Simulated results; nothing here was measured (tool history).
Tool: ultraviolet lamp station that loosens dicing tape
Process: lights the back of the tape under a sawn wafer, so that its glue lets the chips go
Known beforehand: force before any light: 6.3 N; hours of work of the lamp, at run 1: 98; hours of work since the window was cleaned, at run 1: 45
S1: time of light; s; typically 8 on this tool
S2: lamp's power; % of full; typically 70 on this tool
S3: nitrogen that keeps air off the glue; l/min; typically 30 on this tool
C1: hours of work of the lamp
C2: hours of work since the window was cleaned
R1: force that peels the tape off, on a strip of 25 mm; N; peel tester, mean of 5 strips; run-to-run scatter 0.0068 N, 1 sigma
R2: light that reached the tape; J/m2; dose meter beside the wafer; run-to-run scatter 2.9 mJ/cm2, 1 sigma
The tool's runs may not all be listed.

Run 1, hour 0.0: usual settings; C1 98; C2 45. Result: R1 0.249 N, R2 4200 J/m2.
Run 2, hour 28.2: usual settings; C1 115; C2 61. Result: R1 0.259 N, R2 4120 J/m2.
Run 3, hour 40.6: usual settings but S3 35 l/min; C1 122; C2 69. Result: R1 0.233 N, R2 4120 J/m2.
Run 4, hour 64.2: usual settings but S3 35 l/min; C1 135; C2 82. Result: R1 0.233 N, R2 4090 J/m2.
Run 5, hour 79.0: usual settings but S2 81 % of full; C1 144; C2 91. Result: R1 0.194 N, R2 4750 J/m2.
Run 6, hour 92.9: usual settings but S2 81 % of full; C1 152; C2 99. Result: R1 0.196 N, R2 4730 J/m2.
Run 7, hour 107.8: usual settings but S1 13 s; C1 161; C2 107. Result: R1 0.105 N, R2 6540 J/m2.
Run 8, hour 131.4: usual settings but S1 13 s, S2 77 % of full; C1 174; C2 121. Result: R1 0.102 N, R2 7220 J/m2.
Run 9, hour 152.2: usual settings but S1 13 s, S2 77 % of full; C1 186; C2 133. Result: R1 0.099 N, R2 7160 J/m2.
Run 10, hour 177.2: usual settings but S1 13 s, S2 77 % of full; C1 200; C2 147. Result: R1 0.088 N, R2 7060 J/m2.
Run 11, hour 197.5: usual settings but S2 76 % of full; C1 212; C2 159. Result: R1 0.230 N, R2 4300 J/m2.
Run 12, hour 213.0: usual settings but S2 76 % of full; C1 221; C2 168. Result: R1 0.231 N, R2 4260 J/m2.
Run 13, hour 230.0: usual settings but S2 76 % of full; C1 231; C2 178. Result: R1 0.232 N, R2 4260 J/m2.
Run 14, hour 246.7: usual settings but S3 11 l/min; C1 240; C2 187. Result: R1 0.633 N, R2 3900 J/m2.
Run 15, hour 272.5: usual settings but S3 11 l/min; C1 255; C2 202. Result: R1 0.650 N, R2 3860 J/m2.
Run 16, hour 288.1: usual settings; C1 264; C2 211. Result: R1 0.305 N, R2 3840 J/m2.
Run 17, hour 303.2: usual settings; C1 273; C2 220. Result: R1 0.302 N, R2 3820 J/m2.
Run 18, hour 320.8: usual settings; C1 283; C2 230. Result: R1 0.303 N, R2 3760 J/m2.
At hour 344.7: window cleaned of glue's vapour.
Run 19, hour 345.8: usual settings but S3 11 l/min; C1 297; C2 1. Result: R1 0.599 N, R2 4070 J/m2.
Run 20, hour 361.0: usual settings but S3 11 l/min; C1 306; C2 9. Result: R1 0.555 N, R2 4060 J/m2.
Run 21, hour 376.6: usual settings but S3 11 l/min; C1 315; C2 18. Result: R1 0.583 N, R2 4020 J/m2.
Run 22, hour 400.8: usual settings but S3 11 l/min; C1 329; C2 32. Result: R1 0.598 N, R2 4000 J/m2.
Run 23, hour 413.8: usual settings but S3 11 l/min; C1 336; C2 40. Result: R1 0.600 N, R2 3980 J/m2.
Run 24, hour 429.5: usual settings but S2 73 % of full, S3 35 l/min; C1 345; C2 49. Result: R1 0.212 N, R2 4130 J/m2.
Run 25, hour 456.6: usual settings but S1 9 s, S2 88 % of full, S3 16 l/min; C1 361; C2 64. Result: R1 0.201 N, R2 5580 J/m2.
Run 26, hour 474.3: usual settings but S1 5 s, S2 73 % of full, S3 59 l/min; C1 371; C2 75. Result: R1 0.533 N, R2 2540 J/m2.
Run 27, hour 493.1: usual settings but S1 5 s, S2 73 % of full, S3 59 l/min; C1 382; C2 85. Result: R1 0.519 N, R2 2520 J/m2.
Run 28, hour 520.4: usual settings but S1 5 s, S2 64 % of full, S3 59 l/min; C1 398; C2 101. Result: R1 0.703 N, R2 2260 J/m2.
Run 29, hour 542.1: usual settings but S1 5 s, S2 64 % of full, S3 54 l/min; C1 410; C2 114. Result: R1 0.742 N, R2 2210 J/m2.
Run 30, hour 556.6: usual settings but S3 10 l/min; C1 419; C2 122. Result: R1 0.707 N, R2 3860 J/m2.
Run 31, hour 586.9: usual settings but S3 20 l/min; C1 436; C2 139. Result: R1 0.417 N, R2 3830 J/m2.
Run 32, hour 611.9: usual settings but S1 9 s, S2 73 % of full, S3 21 l/min; C1 450; C2 154. Result: R1 0.276 N, R2 4420 J/m2.
Run 33, hour 635.5: usual settings but S1 5 s, S2 61 % of full; C1 464; C2 167. Result: R1 1.067 N, R2 2020 J/m2.
Run 34, hour 655.9: usual settings but S1 5 s, S2 61 % of full; C1 476; C2 179. Result: R1 1.126 N, R2 2050 J/m2.
Run 35, hour 670.2: usual settings but S1 5 s, S2 61 % of full; C1 484; C2 187. Result: R1 1.120 N, R2 2040 J/m2.
Run 36, hour 687.4: usual settings but S1 4 s, S2 61 % of full, S3 15 l/min; C1 494; C2 197. Result: R1 2.035 N, R2 1660 J/m2.
Run 37, hour 706.1: usual settings but S1 4 s, S2 85 % of full, S3 15 l/min; C1 505; C2 208. Result: R1 1.340 N, R2 2240 J/m2.
Run 38, hour 729.3: usual settings but S1 16 s, S3 11 l/min; C1 518; C2 221. Result: R1 0.144 N, R2 7310 J/m2.
Run 39, hour 754.1: usual settings but S2 100 % of full, S3 19 l/min; C1 532; C2 236. Result: R1 0.206 N, R2 5220 J/m2.
At hour 768.2: window cleaned of glue's vapour.
Run 40, hour 771.0: usual settings but S2 100 % of full, S3 19 l/min; C1 542; C2 2. Result: R1 0.176 N, R2 5630 J/m2.
Run 41, hour 793.7: usual settings but S2 84 % of full, S3 29 l/min; C1 555; C2 15. Result: R1 0.206 N, R2 4720 J/m2.
Run 42, hour 818.8: usual settings but S2 84 % of full, S3 29 l/min; C1 569; C2 29. Result: R1 0.195 N, R2 4580 J/m2.
Run 43, hour 836.1: usual settings but S2 74 % of full, S3 25 l/min; C1 579; C2 39. Result: R1 0.308 N, R2 4090 J/m2.

A few steps of R1 between consecutive runs. Split each: what settings, incoming material and random variation would produce without the hidden state, and what is left over for the hidden state, along with gauge scatter present in only one of the two compared results (measured, and without hidden state):
Unlogged tool condition in this case: lamp's light, % of a new lamp's; light that the window lets through, % of a clean one's; drift of the gauge itself on peel_n, %; drift of the gauge itself on dose_mj_cm2, %.
Run 13 -> 14: S2 76 -> 70, S3 30 -> 11. R1 +0.401 N: hidden state +0.077, all else +0.324.
Run 32 -> 33: S1 9 -> 5, S2 73 -> 61, S3 21 -> 30. R1 +0.791 N: hidden state +0.151, all else +0.640.
Run 35 -> 36: S1 5 -> 4, S3 30 -> 15. R1 +0.915 N: hidden state +0.072, all else +0.843.
Run 37 -> 38: S1 4 -> 16, S2 85 -> 70, S3 15 -> 11. R1 -1.196 N: hidden state -0.252, all else -0.944.
